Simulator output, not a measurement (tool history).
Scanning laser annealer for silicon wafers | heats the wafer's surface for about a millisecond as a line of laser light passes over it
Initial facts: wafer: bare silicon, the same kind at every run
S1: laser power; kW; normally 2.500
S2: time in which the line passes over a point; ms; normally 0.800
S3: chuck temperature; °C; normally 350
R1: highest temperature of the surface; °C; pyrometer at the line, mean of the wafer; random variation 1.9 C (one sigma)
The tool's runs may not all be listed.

| run | day | S1 | S2 | S3 | R1 |
|---|---|---|---|---|---|
| 1 | 0.000 | 2.500 | 0.800 | 350 | 1114 |
|  | 0.262 | window over the wafer cleaned |
| 2 | 1.117 | 2.500 | 0.800 | 350 | 1114 |
| 3 | 1.625 | 2.500 | 0.800 | 350 | 1115 |
| 4 | 2.162 | 2.500 | 0.800 | 350 | 1112 |
| 5 | 2.929 | 2.658 | 0.800 | 350 | 1175 |
| 6 | 4.038 | 2.658 | 0.800 | 350 | 1173 |
| 7 | 4.971 | 2.658 | 0.800 | 350 | 1172 |
| 8 | 5.908 | 2.500 | 0.800 | 385 | 1149 |
| 9 | 6.658 | 2.500 | 0.800 | 385 | 1153 |
| 10 | 7.492 | 2.500 | 0.800 | 385 | 1150 |
| 11 | 8.146 | 2.500 | 0.800 | 350 | 1114 |
| 12 | 8.888 | 2.500 | 0.800 | 350 | 1113 |
| 13 | 9.442 | 2.500 | 0.628 | 350 | 1033 |
| 14 | 9.950 | 2.500 | 0.800 | 327 | 1096 |
| 15 | 11.038 | 2.500 | 0.800 | 327 | 1089 |
| 16 | 12.158 | 2.500 | 0.800 | 327 | 1091 |
| 17 | 12.775 | 2.500 | 0.800 | 327 | 1091 |

Run 18 comes next. What will it give?
| 18 | 13.317 | 2.134 | 0.849 | 321 | ? |

Run 18 measured R1 972 °C.
Were there no unlogged condition in the tool, this run, its random variation unchanged, would have produced R1 973 °C.
